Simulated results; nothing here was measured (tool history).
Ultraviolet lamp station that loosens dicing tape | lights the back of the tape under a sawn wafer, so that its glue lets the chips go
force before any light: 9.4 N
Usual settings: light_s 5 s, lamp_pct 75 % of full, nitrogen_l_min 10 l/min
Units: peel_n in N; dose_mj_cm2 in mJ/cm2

run	hour	light_s	lamp_pct	nitrogen_l_min	peel_n	dose_mj_cm2
1	0.0	5	75	10	1.583	413
2	57.6	5	75	10	1.638	405
# hour 101.3: window cleaned of glue's vapour
3	146.6	8	75	10	0.549	698
4	215.8	5	75	10	1.471	430
5	293.9	3	75	10	3.058	251
6	351.7	3	75	10	3.166	247
7	406.6	5	75	4	2.472	408
8	480.2	5	75	10	1.699	396
9	566.2	5	75	10	1.647	394
10	610.8	5	75	10	1.720	386
11	655.1	5	75	10	1.778	380
12	696.5	5	75	5	2.619	375
13	778.3	4	67	6	3.329	265
14	829.2	4	73	11	2.583	284
15	894.0	8	94	4	0.987	713
# hour 917.6: window cleaned of glue's vapour
16	939.6	8	94	4	0.851	769
17	1031.0	2	94	4	5.123	188
18	1079.2	5	99	8	1.310	490
19	1120.2	2	64	10	5.446	124
20	1203.7	7	64	15	1.219	429
# hour 1246.7: lamp changed
21	1246.7	7	100	4	0.598	891
22	1332.2	5	85	18	0.722	531
23	1406.1	5	89	4	1.634	547

Forecast each of these 5 alternatives for the next run:
A	1478.5	5	84	19	?	?
B	1478.5	4	75	10	?	?
C	1478.5	5	93	10	?	?
D	1478.5	5	89	9	?	?
E	1478.5	6	72	4	?	?

run	peel_n	dose_mj_cm2
A	0.771	511
B	1.912	362
C	0.846	563
D	1.024	543
E	1.747	523
Without the tool's hidden state the same runs would have given:
run	peel_n	dose_mj_cm2
A	0.619	565
B	1.627	400
C	0.682	623
D	0.832	601
E	1.476	579
